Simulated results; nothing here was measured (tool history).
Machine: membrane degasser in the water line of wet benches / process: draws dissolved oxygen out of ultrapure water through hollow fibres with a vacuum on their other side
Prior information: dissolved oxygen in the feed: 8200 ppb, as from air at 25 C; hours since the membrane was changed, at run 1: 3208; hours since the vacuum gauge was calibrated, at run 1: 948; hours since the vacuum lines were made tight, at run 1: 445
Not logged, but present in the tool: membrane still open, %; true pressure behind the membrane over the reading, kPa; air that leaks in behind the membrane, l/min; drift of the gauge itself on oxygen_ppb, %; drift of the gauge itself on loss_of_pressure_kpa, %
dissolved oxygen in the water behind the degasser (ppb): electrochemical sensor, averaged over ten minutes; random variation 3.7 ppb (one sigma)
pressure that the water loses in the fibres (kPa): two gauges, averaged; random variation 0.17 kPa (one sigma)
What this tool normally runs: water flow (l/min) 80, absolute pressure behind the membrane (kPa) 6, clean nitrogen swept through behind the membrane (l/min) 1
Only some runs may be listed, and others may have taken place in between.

run,hour,water flow (l/min),absolute pressure behind the membrane (kPa),clean nitrogen swept through behind the membrane (l/min),hours since the membrane was changed,hours since the vacuum gauge was calibrated,hours since the vacuum lines were made tight,dissolved oxygen in the water behind the degasser (ppb),pressure that the water loses in the fibres (kPa)
1,0,80,6,1,3208,948,445,381.9,25.88
2,158.2,80,6,1,3366,1106,603,381,26.51
3,339.7,80,6,0.97,3548,1288,784,388.2,26.14
4,531.4,96,6,1,3739,1480,976,455.8,31.59
5,735.3,96,6,1,3943,1683,1180,449.2,31.6
6,907.8,96,6,1,4116,1856,1352,448.8,31.43
7,1080.6,80,6,1.87,4289,2029,1525,253.3,26.4
8,1178.2,80,6,1.87,4386,2126,1623,256.5,26.34
9,1287.9,80,6,1.87,4496,2236,1733,250.3,26.31
10,1371,65,6,1,4579,2319,1816,333.7,21.65
11,1556.7,80,6,1,4765,2505,2001,395.8,26.62
12,1707.1,80,6.75,1,4915,2655,2152,489.1,26.34
13,1832.4,80,6.75,1,5040,2780,2277,488.1,26.54
14,1931.4,80,6,0.96,5139,2879,2376,399.4,26.47
15,2100,80,6,1,5308,3048,2545,401,26.64
16,2278.8,80,6,1,5487,3227,2723,400.5,26.81
17,2454.1,96,5.74,1.28,5662,3402,2899,373.7,32.12
18,2604.2,119,4.7,1.49,5812,3552,3049,311.3,39.65
19,2774.7,116,7.82,0.97,5983,3723,3219,849.1,38.51
20,2884.5,116,7.82,0.97,6092,3833,3329,851.6,38.66
21,3087.2,116,7.82,0.97,6295,4035,3532,862.1,39.17
22,3276.6,116,7.82,0.97,6485,4225,3721,851.7,38.66
23,3425.6,78,4.8,1,6634,4374,3870,254.7,26.13
24,3563.4,80,7.84,0.88,6771,4511,4008,679.5,27.15
25,3654.7,80,7.84,0.88,6863,4603,4099,682.8,27.2
26,3788.5,80,7.84,0.88,6996,4737,4233,688.1,26.81
27,3891.4,55,4.4,1,7099,4839,4336,152.5,18.73
28,4090.8,107,10.38,1.86,7299,5039,4535,789.8,35.97
29,4256.8,51,6.06,0.64,7465,5205,4701,410.4,17.34
30,4363.7,103,12.92,0.87,7572,5312,4808,1558.7,35.31
31,4491.4,103,12.92,0.87,7699,5439,4936,1568.8,35.14
32,4629.6,103,12.92,0.87,7837,5578,5074,1551.9,34.88

Alternative continuations, all from the tool just after run 32; predict every row:
A,4744.9,57,4.37,1,7953,5693,5190,?,?
B,4744.9,103,12.92,2.3,7953,5693,5190,?,?
C,4744.9,87,10.36,0.54,7953,5693,5190,?,?
D,4744.9,80,6,0.96,7953,5693,5190,?,?

run,dissolved oxygen in the water behind the degasser (ppb),pressure that the water loses in the fibres (kPa)
A,158.7,19.35
B,855.2,34.95
C,1404.4,29.92
D,434.5,27.49
Without the tool's unlogged condition, the same runs would have read:
run,dissolved oxygen in the water behind the degasser (ppb),pressure that the water loses in the fibres (kPa)
A,122.4,18.1
B,816.4,32.69
C,1343.8,28.01
D,384.9,25.72

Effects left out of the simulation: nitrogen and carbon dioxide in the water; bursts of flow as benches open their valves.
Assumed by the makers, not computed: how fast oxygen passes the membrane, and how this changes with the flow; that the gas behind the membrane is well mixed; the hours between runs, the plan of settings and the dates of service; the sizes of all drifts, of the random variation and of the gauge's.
